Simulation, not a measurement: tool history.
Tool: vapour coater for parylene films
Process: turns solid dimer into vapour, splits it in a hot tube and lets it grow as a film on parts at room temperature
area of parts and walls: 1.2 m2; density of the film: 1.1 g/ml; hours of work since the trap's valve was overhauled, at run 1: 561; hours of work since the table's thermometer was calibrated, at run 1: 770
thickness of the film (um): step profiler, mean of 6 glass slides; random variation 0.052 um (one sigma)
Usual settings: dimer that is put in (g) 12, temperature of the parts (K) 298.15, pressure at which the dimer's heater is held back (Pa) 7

| run | hour | dimer that is put in (g) | temperature of the parts (K) | pressure at which the dimer's heater is held back (Pa) | hours of work since the trap's valve was overhauled | hours of work since the table's thermometer was calibrated | thickness of the film (um) |
|---|---|---|---|---|---|---|---|
| 1 | 0 | 12 | 298.15 | 7 | 561 | 770 | 5.23 |
| 2 | 27.4 | 12 | 298.15 | 7 | 584 | 793 | 5.19 |
| 3 | 44 | 12 | 298.15 | 2.2 | 598 | 807 | 5.86 |
| 4 | 57 | 13 | 298.15 | 7 | 608 | 817 | 5.59 |
| 5 | 79.3 | 13 | 298.15 | 7 | 627 | 836 | 5.64 |
| 6 | 106.4 | 13 | 298.15 | 7 | 650 | 859 | 5.51 |
| 7 | 118 | 12 | 298.15 | 3.3 | 659 | 868 | 5.48 |
| 8 | 141.7 | 12 | 298.15 | 3.3 | 679 | 888 | 5.59 |
|  | 152.6 | trap's valve overhauled |
| 9 | 164.6 | 12 | 298.15 | 3.3 | 10 | 904 | 6.12 |
| 10 | 187.5 | 12 | 298.15 | 3.3 | 29 | 923 | 6.13 |
| 11 | 214.3 | 12 | 298.15 | 3.3 | 51 | 945 | 6.1 |
| 12 | 241.8 | 6 | 298.15 | 7 | 74 | 968 | 2.82 |
| 13 | 253 | 12 | 298.15 | 2.15 | 84 | 978 | 6.37 |
| 14 | 273.5 | 12 | 298.15 | 2.15 | 101 | 995 | 6.22 |
| 15 | 291.4 | 12 | 298.15 | 7 | 116 | 1010 | 5.5 |
| 16 | 312.6 | 8 | 298.15 | 7 | 133 | 1027 | 3.66 |
| 17 | 323.8 | 6 | 298.15 | 7 | 143 | 1037 | 2.74 |
| 18 | 336 | 12 | 298.15 | 4.68 | 153 | 1047 | 5.8 |
| 19 | 348.5 | 12 | 298.15 | 5.27 | 163 | 1057 | 5.63 |
| 20 | 364.4 | 12 | 298.15 | 5.08 | 177 | 1070 | 5.7 |
| 21 | 378.5 | 12 | 298.15 | 5.08 | 188 | 1082 | 5.65 |
| 22 | 400.7 | 12 | 298.15 | 7 | 207 | 1101 | 5.45 |
| 23 | 415.3 | 12 | 298.15 | 9.87 | 219 | 1113 | 5.24 |
| 24 | 427.4 | 12 | 291.15 | 2.15 | 229 | 1123 | 8.09 |
| 25 | 452.4 | 12 | 291.15 | 2.15 | 250 | 1144 | 8.03 |
| 26 | 466.1 | 12 | 290.15 | 2.71 | 261 | 1155 | 8.26 |
| 27 | 481.5 | 15 | 300.15 | 2.16 | 274 | 1168 | 6.97 |
| 28 | 496.4 | 10 | 298.15 | 2.16 | 287 | 1181 | 5 |
|  | 512.6 | table's thermometer calibrated |
| 29 | 516.6 | 10 | 298.15 | 2.16 | 303 | 3 | 5.41 |
| 30 | 532.8 | 10 | 298.15 | 2.16 | 316 | 17 | 5.37 |
| 31 | 546.2 | 19 | 307.15 | 7.48 | 328 | 28 | 6.34 |
| 32 | 566.1 | 7 | 301.15 | 5.31 | 344 | 45 | 2.99 |
| 33 | 593.6 | 19 | 291.15 | 5.95 | 367 | 68 | 11.97 |
| 34 | 605.3 | 19 | 291.15 | 5.95 | 377 | 77 | 12.11 |
| 35 | 627.2 | 19 | 298.15 | 6.32 | 395 | 96 | 9.11 |
| 36 | 648.3 | 12 | 302.15 | 4.96 | 413 | 113 | 4.89 |
| 37 | 662 | 14 | 302.15 | 3.3 | 424 | 125 | 6.04 |
| 38 | 685.3 | 14 | 291.15 | 7.89 | 443 | 144 | 8.61 |
| 39 | 697 | 14 | 291.15 | 7.89 | 453 | 154 | 8.49 |
| 40 | 719.9 | 9 | 306.15 | 4.93 | 472 | 173 | 3.14 |
| 41 | 739.6 | 12 | 309.15 | 7 | 489 | 189 | 3.58 |
| 42 | 753.3 | 12 | 309.15 | 7 | 500 | 201 | 3.58 |
| 43 | 769.1 | 6 | 294.15 | 2.88 | 513 | 214 | 3.51 |
| 44 | 787.1 | 17 | 301.15 | 2.94 | 528 | 229 | 7.5 |
| 45 | 808.8 | 12 | 302.15 | 7 | 547 | 247 | 4.66 |
| 46 | 824.4 | 5 | 292.15 | 3.07 | 560 | 260 | 3.17 |

4 ways to go on from here, each from the tool as it stands after run 46. What would each give?
| A | 845 | 10 | 292.15 | 2.42 | 577 | 277 | ? |
| B | 845 | 16 | 291.15 | 9.3 | 577 | 277 | ? |
| C | 845 | 7 | 298.15 | 7 | 577 | 277 | ? |
| D | 845 | 17 | 292.15 | 4.24 | 577 | 277 | ? |

| run | thickness of the film (um) |
|---|---|
| A | 6.37 |
| B | 9.2 |
| C | 3.2 |
| D | 10.18 |
Without the tool's hidden state the same runs would have given:
| run | thickness of the film (um) |
|---|---|
| A | 7.04 |
| B | 10.16 |
| C | 3.54 |
| D | 11.24 |

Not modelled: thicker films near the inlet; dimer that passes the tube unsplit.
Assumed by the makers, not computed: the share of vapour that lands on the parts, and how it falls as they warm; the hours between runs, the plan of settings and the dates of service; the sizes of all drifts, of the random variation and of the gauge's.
